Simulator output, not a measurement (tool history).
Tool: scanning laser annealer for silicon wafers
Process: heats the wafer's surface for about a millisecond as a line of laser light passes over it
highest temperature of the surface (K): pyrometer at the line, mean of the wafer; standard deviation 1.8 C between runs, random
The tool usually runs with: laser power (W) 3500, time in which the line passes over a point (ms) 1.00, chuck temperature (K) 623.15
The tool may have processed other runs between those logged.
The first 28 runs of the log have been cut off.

run,hour,laser power (W),time in which the line passes over a point (ms),chuck temperature (K),hours of work since the window was cleaned,hours of work since the power meter was calibrated,hours of work since the optics were aligned,highest temperature of the surface (K)
# hour 769.0: window over the wafer cleaned
29,780.7,3207,1.00,650.15,5,752,133,1296.15
30,814.0,3500,1.03,595.15,20,767,147,1330.15
31,840.4,3500,1.03,595.15,31,778,159,1330.15
32,876.3,3539,0.95,625.15,47,794,175,1343.15
33,892.1,3500,0.91,647.15,54,801,181,1338.15
34,924.6,3500,0.91,647.15,68,815,196,1339.15
35,958.9,3755,1.23,623.15,83,830,211,1489.15
36,990.8,3755,1.23,623.15,96,843,224,1486.15
37,1008.4,3755,1.23,623.15,104,851,232,1485.15
38,1044.2,3108,1.00,623.15,120,867,248,1238.15
39,1061.0,3108,1.00,623.15,127,874,255,1236.15
40,1091.3,3108,1.00,623.15,140,887,268,1236.15

5 ways to go on from here, each from the tool as it stands after run 40. What would each give?
A,1106.2,3404,0.71,623.15,147,894,275,?
B,1106.2,3133,0.76,624.15,147,894,275,?
C,1106.2,2993,1.00,606.15,147,894,275,?
D,1106.2,3503,1.00,618.15,147,894,275,?
E,1106.2,3108,0.94,632.15,147,894,275,?

run,highest temperature of the surface (K)
A,1211.15
B,1168.15
C,1193.15
D,1336.15
E,1224.15
The same runs, with their run-to-run variation unchanged, on a tool lacking any hidden condition would have given:
run,highest temperature of the surface (K)
A,1224.15
B,1180.15
C,1205.15
D,1351.15
E,1237.15

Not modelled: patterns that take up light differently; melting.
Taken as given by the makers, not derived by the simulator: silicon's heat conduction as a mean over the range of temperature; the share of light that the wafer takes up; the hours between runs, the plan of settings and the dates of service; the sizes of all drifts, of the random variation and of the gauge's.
